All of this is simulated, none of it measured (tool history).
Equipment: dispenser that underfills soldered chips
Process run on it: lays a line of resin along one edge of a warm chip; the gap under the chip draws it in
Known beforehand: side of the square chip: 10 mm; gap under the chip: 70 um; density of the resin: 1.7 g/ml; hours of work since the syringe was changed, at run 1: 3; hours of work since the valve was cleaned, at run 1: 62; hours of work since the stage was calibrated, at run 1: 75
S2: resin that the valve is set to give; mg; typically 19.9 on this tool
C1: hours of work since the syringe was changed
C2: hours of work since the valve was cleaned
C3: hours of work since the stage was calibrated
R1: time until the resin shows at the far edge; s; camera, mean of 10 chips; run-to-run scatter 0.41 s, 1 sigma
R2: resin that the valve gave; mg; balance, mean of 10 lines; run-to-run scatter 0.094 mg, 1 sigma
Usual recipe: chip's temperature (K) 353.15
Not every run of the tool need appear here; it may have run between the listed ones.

run 1 hour=0 | chip's_temperature_(K)=353.15 S2=19.9 | C1=3 C2=62 C3=75 | R1=36.4 R2=18.77
run 2 hour=4.4 | chip's_temperature_(K)=364.15 S2=19.9 | C1=6 C2=65 C3=78 | R1=31.1 R2=18.59
-- hour=5.6 new syringe of resin
run 3 hour=8.2 | chip's_temperature_(K)=353.15 S2=18.7 | C1=2 C2=68 C3=80 | R1=34.3 R2=17.48
run 4 hour=10.7 | chip's_temperature_(K)=353.15 S2=18.7 | C1=4 C2=69 C3=82 | R1=39 R2=17.44
run 5 hour=14.2 | chip's_temperature_(K)=353.15 S2=20.2 | C1=6 C2=72 C3=84 | R1=47.3 R2=18.99
-- hour=15.1 new syringe of resin
run 6 hour=18.7 | chip's_temperature_(K)=364.15 S2=19.9 | C1=2 C2=75 C3=87 | R1=22.8 R2=18.56
run 7 hour=23.1 | chip's_temperature_(K)=364.15 S2=19.9 | C1=6 C2=78 C3=90 | R1=31.5 R2=18.51
-- hour=24.4 new syringe of resin
run 8 hour=25.8 | chip's_temperature_(K)=364.15 S2=19.9 | C1=1 C2=79 C3=92 | R1=21 R2=18.55
run 9 hour=29.1 | chip's_temperature_(K)=364.15 S2=19.7 | C1=3 C2=82 C3=94 | R1=25.3 R2=18.25
run 10 hour=32.8 | chip's_temperature_(K)=353.15 S2=18 | C1=6 C2=84 C3=97 | R1=47 R2=16.61
-- hour=33.8 new syringe of resin
run 11 hour=37.5 | chip's_temperature_(K)=353.15 S2=19.9 | C1=3 C2=87 C3=100 | R1=34.6 R2=18.31
run 12 hour=40.6 | chip's_temperature_(K)=353.15 S2=19.9 | C1=5 C2=90 C3=102 | R1=43.6 R2=18.24
-- hour=43.1 new syringe of resin
run 13 hour=44.8 | chip's_temperature_(K)=353.15 S2=19.9 | C1=1 C2=92 C3=105 | R1=31.7 R2=18.33
-- hour=50.1 dispensing valve cleaned and set on the balance
run 14 hour=50.5 | chip's_temperature_(K)=353.15 S2=22.9 | C1=4 C2=0 C3=108 | R1=41.5 R2=22.96
-- hour=53.3 new syringe of resin
run 15 hour=55.2 | chip's_temperature_(K)=353.15 S2=22.9 | C1=1 C2=3 C3=111 | R1=31.4 R2=22.87
run 16 hour=57.6 | chip's_temperature_(K)=364.15 S2=19.9 | C1=3 C2=5 C3=113 | R1=24.6 R2=19.77
run 17 hour=61.7 | chip's_temperature_(K)=359.15 S2=19.9 | C1=6 C2=8 C3=116 | R1=37.2 R2=19.61
-- hour=62.7 new syringe of resin
run 18 hour=65.3 | chip's_temperature_(K)=359.15 S2=19.9 | C1=2 C2=10 C3=118 | R1=26.4 R2=19.67
run 19 hour=68.5 | chip's_temperature_(K)=343.15 S2=22.2 | C1=4 C2=12 C3=121 | R1=58.2 R2=22
run 20 hour=71.3 | chip's_temperature_(K)=339.15 S2=17.6 | C1=6 C2=14 C3=123 | R1=83.5 R2=17.21
-- hour=72 new syringe of resin
run 21 hour=75.1 | chip's_temperature_(K)=339.15 S2=17.6 | C1=2 C2=17 C3=125 | R1=61.8 R2=17.22
run 22 hour=77.7 | chip's_temperature_(K)=339.15 S2=17.6 | C1=4 C2=19 C3=127 | R1=71.2 R2=17.28
-- hour=81.3 new syringe of resin
run 23 hour=82.2 | chip's_temperature_(K)=339.15 S2=17.6 | C1=1 C2=22 C3=130 | R1=52.9 R2=17.29
run 24 hour=87 | chip's_temperature_(K)=345.15 S2=23.4 | C1=4 C2=25 C3=133 | R1=53.6 R2=22.82
-- hour=90.7 new syringe of resin
run 25 hour=90.8 | chip's_temperature_(K)=343.15 S2=25.4 | C1=0 C2=27 C3=136 | R1=42.5 R2=24.54
run 26 hour=95.4 | chip's_temperature_(K)=343.15 S2=20.2 | C1=3 C2=31 C3=139 | R1=58 R2=19.47
run 27 hour=98.8 | chip's_temperature_(K)=342.15 S2=19.9 | C1=6 C2=33 C3=141 | R1=72.3 R2=19.16
-- hour=100.3 new syringe of resin
run 28 hour=101.8 | chip's_temperature_(K)=361.15 S2=23.4 | C1=1 C2=35 C3=143 | R1=24.1 R2=22.61
run 29 hour=105.1 | chip's_temperature_(K)=347.15 S2=23.6 | C1=3 C2=37 C3=145 | R1=48.7 R2=22.72
run 30 hour=107.7 | chip's_temperature_(K)=347.15 S2=23.6 | C1=5 C2=39 C3=147 | R1=57 R2=22.66
-- hour=109.7 new syringe of resin
run 31 hour=110.8 | chip's_temperature_(K)=347.15 S2=20 | C1=1 C2=41 C3=149 | R1=38.7 R2=19.41
run 32 hour=115.9 | chip's_temperature_(K)=339.15 S2=18 | C1=4 C2=45 C3=153 | R1=73.5 R2=17.33
run 33 hour=118.3 | chip's_temperature_(K)=339.15 S2=18 | C1=6 C2=46 C3=155 | R1=84.3 R2=17.13
-- hour=118.9 new syringe of resin
run 34 hour=122.3 | chip's_temperature_(K)=341.15 S2=17.1 | C1=2 C2=49 C3=157 | R1=57.1 R2=16.18
run 35 hour=126.6 | chip's_temperature_(K)=367.15 S2=18.2 | C1=5 C2=52 C3=160 | R1=27.3 R2=17.29
-- hour=128.1 new syringe of resin
run 36 hour=129.3 | chip's_temperature_(K)=353.15 S2=19.9 | C1=1 C2=54 C3=162 | R1=30.4 R2=19.1

Here are 3 independent what-if runs from the current tool condition. What would each one return?
run A hour=133.9 | chip's_temperature_(K)=338.15 S2=23.2 | C1=4 C2=57 C3=165 | R1=? R2=?
run B hour=133.9 | chip's_temperature_(K)=359.15 S2=22.6 | C1=4 C2=57 C3=165 | R1=? R2=?
run C hour=133.9 | chip's_temperature_(K)=367.15 S2=21 | C1=4 C2=57 C3=165 | R1=? R2=?

run=A R1=73.5 R2=21.9
run=B R1=32.9 R2=21.31
run=C R1=24.1 R2=19.9
Without the tool's hidden state the same runs would have given:
run=A R1=49.4 R2=23.12
run=B R1=22.2 R2=22.5
run=C R1=16.3 R2=21.01
